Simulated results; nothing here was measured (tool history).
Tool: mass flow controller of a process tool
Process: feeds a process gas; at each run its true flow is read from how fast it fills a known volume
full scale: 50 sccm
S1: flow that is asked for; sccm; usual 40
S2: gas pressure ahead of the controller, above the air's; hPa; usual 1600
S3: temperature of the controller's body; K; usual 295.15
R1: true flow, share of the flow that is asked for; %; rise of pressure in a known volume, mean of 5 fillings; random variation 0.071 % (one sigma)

run 1 day=0 | S1=40 S2=1600 S3=295.15 | R1=99.62
run 2 day=6.638 | S1=40 S2=1600 S3=295.15 | R1=99.53
run 3 day=11.946 | S1=34 S2=1600 S3=295.15 | R1=99.47
run 4 day=15.496 | S1=40 S2=1600 S3=295.15 | R1=99.74
run 5 day=22.121 | S1=40 S2=1600 S3=309.15 | R1=98.63
run 6 day=27.662 | S1=40 S2=1600 S3=309.15 | R1=98.82
run 7 day=31.883 | S1=40 S2=1600 S3=301.15 | R1=99.58
run 8 day=35.708 | S1=50 S2=1600 S3=301.15 | R1=100.09
run 9 day=41.588 | S1=50 S2=1600 S3=301.15 | R1=100.1
run 10 day=47.45 | S1=50 S2=1600 S3=301.15 | R1=100.19
run 11 day=53.596 | S1=50 S2=1600 S3=301.15 | R1=100.2

Forecast run 12:
run 12 day=58.517 | S1=50 S2=1600 S3=301.15 | R1=?

{"run 12": {"R1": 100.42}}
Without the tool's hidden state the same run would have given R1 99.64 %.
